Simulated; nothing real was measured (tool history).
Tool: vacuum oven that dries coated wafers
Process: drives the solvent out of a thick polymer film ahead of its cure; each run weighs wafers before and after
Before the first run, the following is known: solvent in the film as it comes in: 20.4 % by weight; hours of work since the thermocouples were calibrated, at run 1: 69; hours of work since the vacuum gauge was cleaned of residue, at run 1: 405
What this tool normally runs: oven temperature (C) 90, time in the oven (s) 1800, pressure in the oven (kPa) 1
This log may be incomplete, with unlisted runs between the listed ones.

run   hour  oven temperature (C)  time in the oven (s)  pressure in the oven (kPa)  hours of work since the thermocouples were calibrated  hours of work since the vacuum gauge was cleaned of residue  solvent left in the film (%)
  1      0                    90                  1800                           1                                                     69                                                          405                           4.7
  2   16.2                    90                  1800                           1                                                     78                                                          415                          4.71
  3   37.1                    90                  1800                           1                                                     91                                                          427                          4.68
  4   46.8                    79                  1800                           1                                                     97                                                          433                          8.79
  5     59                    79                  1800                           1                                                    104                                                          440                          8.89
  6   75.5                    79                  1800                           1                                                    114                                                          450                          8.84
  7   90.7                    79                  1800                           1                                                    123                                                          459                           8.9
  8  104.9                    90                   900                           1                                                    131                                                          468                          8.41
  9    125                    90                   900                           1                                                    143                                                          480                          8.45
 10  136.4                    90                  1800                           1                                                    150                                                          487                          4.71
 11  150.8                    90                  1800                           1                                                    159                                                          495                          4.63
 12  164.8                   101                  1800                        1.29                                                    167                                                          504                          2.14
       168  -- oven's thermocouples calibrated
 13  186.1                    95                  1800                        1.05                                                     11                                                          515                          3.34
     203.8  -- oven's thermocouples calibrated, once more
 14  209.3                    84                  1680                        3.42                                                      3                                                          528                          10.2
 15  229.5                    79                  1260                        1.04                                                     15                                                          540                         10.74
 16  248.3                    90                  2220                           1                                                     27                                                          551                          3.81
 17  266.7                    90                  2220                           1                                                     38                                                          562                          3.68
 18  282.7                    90                  2220                           1                                                     47                                                          572                          3.74
 19  293.6                    90                  1020                        0.69                                                     54                                                          578                          7.46
 20  309.2                    81                  1440                           1                                                     63                                                          587                          9.16
 21  324.3                    95                  1800                        0.91                                                     72                                                          596                          3.11

Measured less the same run without the tool's hidden state. The same run-to-run variation is in both; the gauge's scatter may not be:
Hidden state at play: true wafer temperature over the reading, C; true pressure over the reading, kPa; drift of the gauge itself on solvent_pct, %.
run  solvent left in the film (%)
  1                         +0.21
  2                         +0.22
  3                         +0.23
  4                         +0.27
  5                         +0.28
  6                         +0.29
  7                         +0.29
  8                          +0.2
  9                         +0.21
 10                         +0.27
 11                         +0.28
 12                         +0.21
 13                         +0.29
 14                         +0.21
 15                         +0.22
 16                         +0.25
 17                         +0.26
 18                         +0.26
 19                         +0.18
 20                         +0.27
 21                         +0.24
